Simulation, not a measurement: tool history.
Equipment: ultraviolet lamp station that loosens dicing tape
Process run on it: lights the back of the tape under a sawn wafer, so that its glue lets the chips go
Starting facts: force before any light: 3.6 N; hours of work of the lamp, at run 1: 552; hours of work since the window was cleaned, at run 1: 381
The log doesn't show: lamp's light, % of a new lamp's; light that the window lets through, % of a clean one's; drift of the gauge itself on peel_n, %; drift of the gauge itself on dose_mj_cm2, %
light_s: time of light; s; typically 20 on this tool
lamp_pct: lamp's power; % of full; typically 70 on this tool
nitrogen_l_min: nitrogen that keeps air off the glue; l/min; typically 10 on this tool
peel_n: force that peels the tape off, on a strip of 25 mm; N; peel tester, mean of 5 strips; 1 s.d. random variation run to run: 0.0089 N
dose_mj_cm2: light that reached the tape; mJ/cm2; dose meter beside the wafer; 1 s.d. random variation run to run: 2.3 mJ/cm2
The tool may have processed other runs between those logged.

| run | hour | light_s | lamp_pct | nitrogen_l_min | hours of work of the lamp | hours of work since the window was cleaned | peel_n | dose_mj_cm2 |
|---|---|---|---|---|---|---|---|---|
| 1 | 0.0 | 20 | 70 | 10 | 552 | 381 | 0.521 | 160 |
| 2 | 36.7 | 20 | 70 | 10 | 580 | 408 | 0.523 | 165 |
| 3 | 74.7 | 20 | 70 | 10 | 608 | 437 | 0.559 | 162 |
| 4 | 147.6 | 20 | 70 | 10 | 663 | 492 | 0.571 | 159 |
| 5 | 195.7 | 20 | 70 | 10 | 699 | 528 | 0.581 | 158 |
| 6 | 273.5 | 20 | 70 | 10 | 758 | 587 | 0.623 | 153 |
| 7 | 340.1 | 20 | 70 | 10 | 808 | 637 | 0.630 | 147 |
|  | 377.0 | window cleaned of glue's vapour |
| 8 | 388.4 | 20 | 70 | 10 | 844 | 9 | 0.691 | 143 |
| 9 | 434.4 | 20 | 70 | 10 | 879 | 43 | 0.677 | 141 |
| 10 | 521.9 | 20 | 70 | 10 | 945 | 109 | 0.714 | 137 |
| 11 | 559.2 | 20 | 70 | 13 | 973 | 137 | 0.660 | 132 |
| 12 | 604.7 | 20 | 70 | 13 | 1007 | 172 | 0.687 | 132 |
| 13 | 664.9 | 12 | 82 | 9 | 1053 | 217 | 1.201 | 92 |
| 14 | 736.8 | 20 | 96 | 10 | 1107 | 271 | 0.492 | 176 |
| 15 | 823.8 | 14 | 96 | 4 | 1172 | 337 | 1.195 | 117 |
|  | 863.5 | window cleaned of glue's vapour, once more |
| 16 | 908.1 | 14 | 96 | 4 | 1235 | 34 | 1.043 | 131 |
|  | 976.7 | lamp changed |
| 17 | 990.9 | 14 | 96 | 4 | 11 | 95 | 0.631 | 201 |
| 18 | 1038.0 | 14 | 96 | 4 | 46 | 131 | 0.639 | 197 |
| 19 | 1086.7 | 22 | 94 | 5 | 83 | 167 | 0.305 | 293 |
| 20 | 1165.9 | 22 | 94 | 5 | 143 | 227 | 0.302 | 289 |
| 21 | 1232.3 | 15 | 72 | 10 | 193 | 277 | 0.631 | 147 |
| 22 | 1289.2 | 15 | 72 | 10 | 235 | 320 | 0.646 | 149 |
| 23 | 1360.6 | 24 | 67 | 7 | 289 | 374 | 0.436 | 208 |

How would selected steps in peel_n from run to run divide? Give the signed amount a tool lacking its hidden state would still show from settings, what came in and random variation, and the signed amount left for the hidden state, including any gauge scatter that is not in both of the compared results.
Run 13 -> 14: light_s 12 -> 20, lamp_pct 82 -> 96, nitrogen_l_min 9 -> 10. peel_n -0.709 N: hidden state -0.282, all else -0.427.
Run 14 -> 15: light_s 20 -> 14, nitrogen_l_min 10 -> 4. peel_n +0.703 N: hidden state +0.334, all else +0.369.
Run 16 -> 17: lamp changed. peel_n -0.412 N: hidden state -0.417, all else +0.005.

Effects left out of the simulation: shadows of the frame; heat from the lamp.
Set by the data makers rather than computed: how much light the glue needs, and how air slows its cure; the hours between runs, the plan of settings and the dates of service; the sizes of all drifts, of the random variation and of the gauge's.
